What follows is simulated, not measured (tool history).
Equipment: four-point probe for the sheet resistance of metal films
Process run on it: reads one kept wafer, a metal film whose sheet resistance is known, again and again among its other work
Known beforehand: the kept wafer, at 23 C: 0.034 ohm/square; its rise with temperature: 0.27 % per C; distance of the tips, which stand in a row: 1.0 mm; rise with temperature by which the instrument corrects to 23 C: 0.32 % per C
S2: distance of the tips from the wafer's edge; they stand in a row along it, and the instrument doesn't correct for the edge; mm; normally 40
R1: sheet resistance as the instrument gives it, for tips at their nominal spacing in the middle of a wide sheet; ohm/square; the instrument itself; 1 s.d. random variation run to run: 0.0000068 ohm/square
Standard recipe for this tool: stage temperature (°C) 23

run 1 hour=0.0 | stage_temperature_(°C)=23 S2=40 | R1=0.034230
run 2 hour=13.6 | stage_temperature_(°C)=23 S2=40 | R1=0.034225
run 3 hour=38.5 | stage_temperature_(°C)=23 S2=60 | R1=0.034213
run 4 hour=55.4 | stage_temperature_(°C)=23 S2=40 | R1=0.034230
run 5 hour=72.6 | stage_temperature_(°C)=19 S2=40 | R1=0.034294
run 6 hour=93.1 | stage_temperature_(°C)=19 S2=40 | R1=0.034296
run 7 hour=108.2 | stage_temperature_(°C)=19 S2=40 | R1=0.034302
run 8 hour=122.3 | stage_temperature_(°C)=32 S2=8 | R1=0.034363
run 9 hour=137.5 | stage_temperature_(°C)=32 S2=8 | R1=0.034360
run 10 hour=160.3 | stage_temperature_(°C)=32 S2=8 | R1=0.034368
run 11 hour=185.3 | stage_temperature_(°C)=31 S2=8 | R1=0.034390
run 12 hour=199.8 | stage_temperature_(°C)=31 S2=40 | R1=0.034110
run 13 hour=210.4 | stage_temperature_(°C)=23 S2=15 | R1=0.034315

Selected run-to-run steps in R1, each split into two signed amounts: the part the tool would show with no hidden state at all (from settings, incoming material and random variation), and the remainder, which goes to the hidden state together with any gauge scatter not common to the measured and the hidden-state-free results:
The hidden state here: inner tips' distance over the nominal, %; tips' flats over new ones', %; wafer's true temperature over the reading, C; drift of the gauge itself on sheet_ohm, %.
Run 2 -> 3: S2 40 -> 60. R1 -0.000012 ohm/square: hidden state +0.000003, all else -0.000015.
Run 11 -> 12: S2 8 -> 40. R1 -0.000280 ohm/square: hidden state +0.000000, all else -0.000280.

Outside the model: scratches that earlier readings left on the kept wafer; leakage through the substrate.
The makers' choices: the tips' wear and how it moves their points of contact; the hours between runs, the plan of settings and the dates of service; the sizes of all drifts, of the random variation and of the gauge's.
